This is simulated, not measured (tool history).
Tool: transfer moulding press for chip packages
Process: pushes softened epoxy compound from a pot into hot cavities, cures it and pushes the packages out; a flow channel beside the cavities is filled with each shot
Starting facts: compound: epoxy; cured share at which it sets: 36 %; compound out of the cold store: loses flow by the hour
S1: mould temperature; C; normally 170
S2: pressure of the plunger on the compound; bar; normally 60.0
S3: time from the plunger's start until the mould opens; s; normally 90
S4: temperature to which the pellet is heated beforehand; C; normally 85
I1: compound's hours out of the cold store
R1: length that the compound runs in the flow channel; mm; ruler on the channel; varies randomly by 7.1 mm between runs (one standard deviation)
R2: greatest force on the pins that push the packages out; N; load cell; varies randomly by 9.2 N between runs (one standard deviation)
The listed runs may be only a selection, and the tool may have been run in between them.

run,hour,S1,S2,S3,S4,I1,R1,R2
1,0.0,170,60.0,90,85,16.3,857,439
2,17.2,170,60.0,90,85,33.0,811,420
# hour 32.3: cavities cleaned with cleaning compound and waxed
3,35.8,170,60.0,90,85,15.2,861,433
4,52.7,170,48.2,90,85,24.9,734,434
5,67.8,170,48.2,90,85,12.1,776,430
# hour 75.3: plunger's sealing rings changed
6,82.9,170,48.2,90,85,32.0,740,413
# hour 97.9: cavities cleaned with cleaning compound and waxed
7,98.6,170,48.2,90,85,40.8,710,425
8,117.4,170,60.0,90,85,26.6,831,418
9,134.9,170,60.0,90,85,26.5,822,437
10,149.1,170,60.0,90,85,30.0,820,419
# hour 160.7: cavities cleaned with cleaning compound and waxed
11,165.8,174,60.0,90,85,16.6,844,352
12,185.0,174,67.8,90,85,13.9,894,343
13,202.8,170,62.0,90,85,43.6,797,406
14,214.2,170,62.0,90,85,31.7,833,431
# hour 223.4: cavities cleaned with cleaning compound and waxed
15,230.2,170,49.5,79,85,46.1,715,532
16,243.9,170,60.0,90,89,31.5,826,411
17,260.2,170,60.0,90,89,46.0,774,402
18,276.7,163,65.9,90,79,14.4,949,772
# hour 285.7: cavities cleaned with cleaning compound and waxed
19,295.4,164,60.0,90,83,18.6,879,707
20,317.2,163,69.4,90,83,29.4,917,708
21,331.2,166,50.8,106,83,34.0,770,414
# hour 348.9: cavities cleaned with cleaning compound and waxed
22,354.7,167,52.5,90,85,8.8,829,564
23,366.3,167,52.5,90,85,42.7,745,517
24,381.7,167,52.5,90,85,33.7,772,535
25,390.9,164,60.0,124,81,46.1,802,343
26,407.7,164,60.0,124,81,31.7,853,365
# hour 412.5: cavities cleaned with cleaning compound and waxed
# hour 416.7: plunger's sealing rings changed
27,426.4,164,71.4,118,81,37.5,919,393
28,443.8,163,60.0,95,85,26.8,865,669

Here are 5 independent what-if runs from the current tool condition. What would each one return?
A,463.1,170,66.5,79,85,45.7,?,?
B,463.1,163,48.3,95,85,30.8,?,?
C,463.1,167,60.0,95,85,43.9,?,?
D,463.1,170,48.5,95,83,41.1,?,?
E,463.1,170,56.9,90,85,18.7,?,?

run,R1,R2
A,817,508
B,756,625
C,805,452
D,713,368
E,825,428
Without the tool's unlogged condition, the same runs would have read:
run,R1,R2
A,818,505
B,756,621
C,805,450
D,713,365
E,826,426
